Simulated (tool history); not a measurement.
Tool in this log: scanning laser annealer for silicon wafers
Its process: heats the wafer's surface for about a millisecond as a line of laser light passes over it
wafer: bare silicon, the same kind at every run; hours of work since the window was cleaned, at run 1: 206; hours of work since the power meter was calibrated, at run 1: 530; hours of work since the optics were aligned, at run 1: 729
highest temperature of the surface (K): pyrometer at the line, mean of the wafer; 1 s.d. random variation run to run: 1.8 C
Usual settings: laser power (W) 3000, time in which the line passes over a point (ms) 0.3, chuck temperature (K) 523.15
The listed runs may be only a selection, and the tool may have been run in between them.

| run | hour | laser power (W) | time in which the line passes over a point (ms) | chuck temperature (K) | hours of work since the window was cleaned | hours of work since the power meter was calibrated | hours of work since the optics were aligned | highest temperature of the surface (K) |
|---|---|---|---|---|---|---|---|---|
| 1 | 0 | 3000 | 0.3 | 523.15 | 206 | 530 | 729 | 1312.15 |
| 2 | 70.1 | 3000 | 0.3 | 523.15 | 251 | 574 | 774 | 1306.15 |
| 3 | 115.5 | 3000 | 0.3 | 524.15 | 280 | 603 | 803 | 1306.15 |
| 4 | 173.4 | 3000 | 0.3 | 524.15 | 317 | 640 | 840 | 1303.15 |
| 5 | 256.6 | 3000 | 0.212 | 524.15 | 370 | 693 | 893 | 1182.15 |
| 6 | 332 | 3000 | 0.212 | 524.15 | 418 | 742 | 941 | 1181.15 |
| 7 | 422.6 | 3000 | 0.212 | 524.15 | 476 | 799 | 999 | 1178.15 |
| 8 | 480.9 | 3000 | 0.3 | 491.15 | 513 | 837 | 1036 | 1261.15 |
| 9 | 537.4 | 3000 | 0.249 | 532.15 | 549 | 873 | 1072 | 1234.15 |
| 10 | 635.2 | 3014 | 0.373 | 538.15 | 611 | 935 | 1134 | 1383.15 |
|  | 670.6 | window over the wafer cleaned |
| 11 | 703.4 | 3184 | 0.3 | 513.15 | 21 | 977 | 1177 | 1358.15 |
| 12 | 791.6 | 2891 | 0.232 | 513.15 | 77 | 1034 | 1233 | 1196.15 |
| 13 | 876.4 | 2891 | 0.32 | 513.15 | 131 | 1088 | 1287 | 1300.15 |
| 14 | 948.6 | 2891 | 0.32 | 513.15 | 177 | 1134 | 1333 | 1299.15 |
| 15 | 1005.7 | 2891 | 0.276 | 502.15 | 214 | 1170 | 1369 | 1231.15 |

Consider 3 possible next runs. They are alternatives, not a sequence: every one starts from the tool as it was left by run 15. What does each give?
| A | 1090.6 | 2891 | 0.343 | 502.15 | 268 | 1224 | 1424 | ? |
| B | 1090.6 | 2648 | 0.262 | 502.15 | 268 | 1224 | 1424 | ? |
| C | 1090.6 | 2992 | 0.259 | 523.15 | 268 | 1224 | 1424 | ? |

| run | highest temperature of the surface (K) |
|---|---|
| A | 1307.15 |
| B | 1157.15 |
| C | 1252.15 |
Without the tool's unlogged condition, the same runs would have read:
| run | highest temperature of the surface (K) |
|---|---|
| A | 1331.15 |
| B | 1176.15 |
| C | 1273.15 |
